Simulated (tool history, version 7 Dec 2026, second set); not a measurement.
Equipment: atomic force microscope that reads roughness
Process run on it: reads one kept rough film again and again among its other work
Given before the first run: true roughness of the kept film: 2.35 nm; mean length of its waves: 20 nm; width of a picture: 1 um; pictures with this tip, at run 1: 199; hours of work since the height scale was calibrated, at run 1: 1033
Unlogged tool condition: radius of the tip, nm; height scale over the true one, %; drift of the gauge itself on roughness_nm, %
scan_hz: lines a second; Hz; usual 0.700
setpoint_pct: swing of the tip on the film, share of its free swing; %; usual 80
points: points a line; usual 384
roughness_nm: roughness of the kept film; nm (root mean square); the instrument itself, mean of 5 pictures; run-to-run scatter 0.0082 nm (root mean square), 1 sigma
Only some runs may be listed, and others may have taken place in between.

run,hour,scan_hz,setpoint_pct,points,pictures with this tip,hours of work since the height scale was calibrated,roughness_nm
1,0.0,0.700,80,384,199,1033,1.767
2,35.8,0.700,80,773,266,1054,1.807
# hour 39.7: new tip fitted
3,99.0,0.700,80,877,111,1090,1.807
4,132.0,0.700,80,877,172,1109,1.796
5,170.7,0.700,80,877,244,1131,1.794
# hour 186.0: new tip fitted
6,213.1,0.700,80,877,50,1155,1.814
7,257.7,0.700,80,752,134,1181,1.810
8,314.1,0.700,80,384,239,1214,1.777
# hour 335.9: new tip fitted
# hour 368.3: height scale calibrated on a step standard
9,368.3,0.700,80,384,58,0,1.790
10,424.9,0.700,80,384,163,33,1.763
11,455.4,0.700,80,384,220,50,1.782
# hour 486.5: new tip fitted
12,514.0,0.700,80,384,52,84,1.783
13,574.1,0.700,80,384,164,119,1.794
14,626.7,0.993,80,384,262,149,1.738
# hour 634.0: new tip fitted
15,671.9,0.700,80,384,70,175,1.776
16,731.3,0.973,80,384,181,209,1.756
17,758.0,0.973,68,384,231,225,1.805
# hour 781.0: new tip fitted
18,810.5,0.973,68,384,55,255,1.794
19,862.7,3.665,80,384,152,285,1.475
20,911.1,0.700,80,384,242,313,1.776
# hour 930.3: new tip fitted
21,972.8,0.700,80,384,79,348,1.785
22,1028.3,0.700,80,384,183,380,1.784
23,1060.1,0.700,80,384,242,399,1.765
# hour 1075.8: new tip fitted
24,1123.9,0.700,80,384,89,435,1.780
25,1187.2,0.700,80,384,207,472,1.773
# hour 1223.1: new tip fitted
26,1225.1,0.700,80,384,4,494,1.782
27,1263.3,0.855,81,683,75,516,1.776
28,1301.5,0.855,81,683,146,538,1.776
29,1362.4,0.855,73,738,260,573,1.824
# hour 1371.1: new tip fitted
30,1399.3,2.040,84,341,53,594,1.582
31,1454.1,2.334,80,384,155,626,1.607
32,1501.8,2.119,87,410,244,653,1.551
# hour 1518.3: new tip fitted
33,1531.5,0.502,72,596,24,670,1.861
34,1576.7,0.817,65,596,109,696,1.846
35,1627.8,0.817,65,596,204,726,1.835
# hour 1666.2: new tip fitted
36,1687.7,0.700,66,311,40,760,1.816
37,1732.9,0.700,66,311,124,786,1.788
38,1777.7,0.700,66,311,207,812,1.814
# hour 1816.2: new tip fitted
39,1833.9,1.008,70,568,33,844,1.806
40,1866.1,2.669,90,725,93,863,1.458
41,1911.5,2.669,90,360,178,889,1.435
# hour 1962.0: new tip fitted
42,1967.1,1.987,59,384,10,921,1.794
43,1997.0,0.504,80,384,66,938,1.809
44,2043.8,0.700,80,375,153,966,1.776
45,2071.5,0.700,80,375,204,982,1.781
# hour 2111.3: new tip fitted
46,2118.1,0.700,80,375,12,1008,1.778
47,2173.1,2.695,70,362,115,1040,1.674

What if the next run were any one of these 3? Each begins from the tool's condition after run 47:
A,2232.2,2.597,61,782,225,1074,?
B,2232.2,3.784,70,820,225,1074,?
C,2232.2,2.286,85,554,225,1074,?

run,roughness_nm
A,1.784
B,1.644
C,1.552
With no hidden state in the tool, these same runs would have given:
run,roughness_nm
A,1.791
B,1.651
C,1.558

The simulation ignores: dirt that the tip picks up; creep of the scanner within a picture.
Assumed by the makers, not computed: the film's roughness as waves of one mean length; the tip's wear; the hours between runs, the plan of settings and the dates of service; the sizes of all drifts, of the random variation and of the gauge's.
